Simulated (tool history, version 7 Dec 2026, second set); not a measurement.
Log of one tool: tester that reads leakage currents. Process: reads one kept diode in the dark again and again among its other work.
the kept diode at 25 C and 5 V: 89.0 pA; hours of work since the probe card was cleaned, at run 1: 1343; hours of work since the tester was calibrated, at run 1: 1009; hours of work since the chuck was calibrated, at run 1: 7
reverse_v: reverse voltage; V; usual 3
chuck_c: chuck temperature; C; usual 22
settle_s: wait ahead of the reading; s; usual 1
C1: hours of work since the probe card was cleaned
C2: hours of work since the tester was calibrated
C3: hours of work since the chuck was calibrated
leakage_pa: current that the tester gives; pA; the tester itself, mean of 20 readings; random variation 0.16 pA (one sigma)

Run 1, hour 0: usual settings; C1 1343; C2 1009; C3 7. Result: leakage_pa 55.36 pA.
Run 2, hour 81: usual settings; C1 1387; C2 1053; C3 52. Result: leakage_pa 55.64 pA.
Run 3, hour 176.9: usual settings but chuck_c 32 C; C1 1439; C2 1105; C3 104. Result: leakage_pa 127.08 pA.
Run 4, hour 272.7: usual settings but reverse_v 3.31 V; C1 1491; C2 1157; C3 156. Result: leakage_pa 60.31 pA.
At hour 381.6: probe card cleaned and baked.
Run 5, hour 382.7: usual settings but reverse_v 3.31 V; C1 1; C2 1216; C3 214. Result: leakage_pa 64.14 pA.
Run 6, hour 485.2: usual settings but reverse_v 3.31 V; C1 56; C2 1271; C3 270. Result: leakage_pa 65.14 pA.
Run 7, hour 581.2: usual settings but reverse_v 3.31 V; C1 109; C2 1324; C3 322. Result: leakage_pa 65.08 pA.
Run 8, hour 690.1: usual settings but reverse_v 1.17 V, chuck_c 46 C, settle_s 0.62 s; C1 168; C2 1383; C3 381. Result: leakage_pa 225.83 pA.
Run 9, hour 746.9: usual settings but reverse_v 2.97 V, chuck_c 25 C; C1 199; C2 1414; C3 412. Result: leakage_pa 77.79 pA.
At hour 782.2: probe card cleaned and baked, once more.
Run 10, hour 845.3: usual settings but reverse_v 2.97 V, chuck_c 25 C; C1 34; C2 1466; C3 464. Result: leakage_pa 69.21 pA.

3 ways to go on from here, each from the tool as it stands after run 10. What would each give?
Run A, hour 947.8: usual settings but reverse_v 8.81 V, chuck_c 28 C, settle_s 6.11 s; C1 90; C2 1521; C3 520. Result: leakage_pa ?.
Run B, hour 947.8: usual settings but reverse_v 14.69 V, chuck_c 23 C, settle_s 5.46 s; C1 90; C2 1521; C3 520. Result: leakage_pa ?.
Run C, hour 947.8: usual settings but reverse_v 3.32 V; C1 90; C2 1521; C3 520. Result: leakage_pa ?.

run  leakage_pa
  A       172.9
  B      151.94
  C       57.63
Without the tool's hidden state the same runs would have given:
run  leakage_pa
  A      163.48
  B      142.69
  C       54.36
